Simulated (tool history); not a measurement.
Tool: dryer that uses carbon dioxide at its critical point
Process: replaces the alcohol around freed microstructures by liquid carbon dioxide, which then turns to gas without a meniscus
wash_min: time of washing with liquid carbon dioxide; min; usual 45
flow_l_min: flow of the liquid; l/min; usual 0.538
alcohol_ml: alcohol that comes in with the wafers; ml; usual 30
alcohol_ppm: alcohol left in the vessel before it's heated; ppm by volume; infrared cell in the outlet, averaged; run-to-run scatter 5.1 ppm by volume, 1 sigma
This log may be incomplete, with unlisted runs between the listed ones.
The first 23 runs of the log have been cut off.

run    hour  wash_min  flow_l_min  alcohol_ml  hours of work since the filter was changed  hours of work since the purifier's bed was changed  alcohol_ppm
      827.3  -- inlet filter changed
 24   831.1        28       0.495          40                                           2                                                  80          669
 25   861.3        28       0.495          40                                          19                                                  97          696
 26   893.7        45       0.344          85                                          37                                                 115         1106
 27   920.6        45       0.344          85                                          51                                                 130         1124
 28   964.5        41       0.547          39                                          76                                                 154          177
 29  1002.6        63       0.591          33                                          97                                                 175           58
 30  1031.7        63       0.591          33                                         113                                                 191           49
 31  1071.1        52       0.489          65                                         134                                                 213          188
 32  1113.4        37       0.903          80                                         158                                                 236           92
 33  1149.8        37       0.903          80                                         178                                                 256          104
 34  1183.3        68       0.538          30                                         196                                                 274           65
 35  1224.3        40       0.911         117                                         219                                                 297          110
 36  1265.8        40       0.911         117                                         242                                                 320          111

3 ways to go on from here, each from the tool as it stands after run 36. What would each give?
  A  1289.4        56       0.538          62                                         255                                                 333            ?
  B  1289.4        72       0.491          40                                         255                                                 333            ?
  C  1289.4        50       0.538          30                                         255                                                 333            ?

run  alcohol_ppm
  A          137
  B           91
  C          128
Stripped of hidden state, with their random variation kept, the same runs would have yielded:
run  alcohol_ppm
  A           47
  B           14
  C           40
